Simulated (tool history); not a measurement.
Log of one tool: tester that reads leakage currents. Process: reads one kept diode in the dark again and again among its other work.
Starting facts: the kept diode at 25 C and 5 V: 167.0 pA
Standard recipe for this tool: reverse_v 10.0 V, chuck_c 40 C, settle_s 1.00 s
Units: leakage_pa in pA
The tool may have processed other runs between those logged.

run     day  reverse_v  chuck_c  settle_s  leakage_pa
  1   0.000       10.0       40      1.00      736.30
  2   3.750       10.0       40      1.00      745.24
  3  10.142       10.0       40      1.65      753.22
     12.242  -- chuck's temperature calibrated
  4  14.683       10.0       40      0.36      682.66
  5  18.150        1.4       40      0.36      296.47
  6  22.171        3.3       40      1.00      426.00
  7  28.212        3.3       30      1.00      210.67
  8  34.712        3.5       30      7.72      218.64
     35.271  -- tester calibrated
  9  38.812        3.5       30      7.72      218.98
 10  44.338        3.5       30      7.72      220.28
     45.138  -- probe card cleaned and baked
 11  49.583        7.1       26      1.38      211.65

Some steps in leakage_pa between neighbouring runs. How much of each would the tool show without its hidden state too (settings, what came in, random variation), and how much is left for the hidden state, with any gauge scatter that isn't in both results?
The hidden state here: stray current of the dirty probe card, pA a volt; current scale over the true one, %; true chuck temperature over the reading, C; drift of the gauge itself on leakage_pa, %.
Run 3 -> 4: settle_s 1.65 -> 0.36, chuck's temperature calibrated. leakage_pa -70.56 pA: hidden state -68.71, all else -1.85.
Run 4 -> 5: reverse_v 10.0 -> 1.4. leakage_pa -386.19 pA: hidden state -4.34, all else -381.85.

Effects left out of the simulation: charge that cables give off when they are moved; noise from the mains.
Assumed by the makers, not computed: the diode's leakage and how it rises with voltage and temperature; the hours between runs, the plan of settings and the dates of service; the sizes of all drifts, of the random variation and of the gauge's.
